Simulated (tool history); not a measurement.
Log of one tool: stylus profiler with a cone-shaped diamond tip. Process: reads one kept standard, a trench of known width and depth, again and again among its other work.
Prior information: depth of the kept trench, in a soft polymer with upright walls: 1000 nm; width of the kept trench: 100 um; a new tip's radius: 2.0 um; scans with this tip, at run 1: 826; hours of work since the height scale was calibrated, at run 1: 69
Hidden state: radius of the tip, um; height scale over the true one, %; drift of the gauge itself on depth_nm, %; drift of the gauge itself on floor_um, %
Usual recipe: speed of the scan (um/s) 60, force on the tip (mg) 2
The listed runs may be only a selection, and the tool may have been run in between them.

run	hour	speed of the scan (um/s)	force on the tip (mg)	scans with this tip	hours of work since the height scale was calibrated	depth of the trench (Å)	width of the trench's floor (um)
1	0	60	2	826	69	10150	96.08
2	40.6	60	2	1060	88	10153.1	96.03
3	119.4	60	2	1514	126	10149.5	96.03
4	200.9	60	2	1982	164	10156.8	96
5	244	60	2	2231	185	10161	95.93
# hour 250.1: height scale calibrated on a step standard
6	298.3	60	2	2540	23	10162.6	95.85
7	366.3	60	2	2931	55	10159.7	95.84
8	408.5	60	0.76	3174	76	10088.9	95.56
9	484.8	60	0.76	3613	112	10095.1	95.54
10	563.4	48	1.06	4066	150	10113.7	95.65
# hour 574.7: height scale calibrated on a step standard, once more
11	627.7	48	1.06	4433	25	10104.6	95.56
12	678.5	116	1.09	4725	50	10101.9	94.98
13	752.7	83	3.66	5152	85	10228	95.52
14	832.2	27	5.07	5609	123	10285.3	95.74
15	879.3	217	1.57	5880	145	10136	94.33
16	966.4	18	0.89	6382	187	10096.3	95.64

Forecast each of these 5 alternatives for the next run:
A	1038.3	202	2.05	6795	221	?	?
B	1038.3	58	1.44	6795	221	?	?
C	1038.3	17	1.54	6795	221	?	?
D	1038.3	114	0.92	6795	221	?	?
E	1038.3	19	1.92	6795	221	?	?

run	depth of the trench (Å)	width of the trench's floor (um)
A	10159.3	94.53
B	10131.1	95.3
C	10133.5	95.58
D	10096.8	94.73
E	10155.5	95.57
Stripped of hidden state, with their random variation kept, the same runs would have yielded:
run	depth of the trench (Å)	width of the trench's floor (um)
A	10150	95.35
B	10121.8	96.12
C	10124.2	96.4
D	10087.5	95.55
E	10146.2	96.38
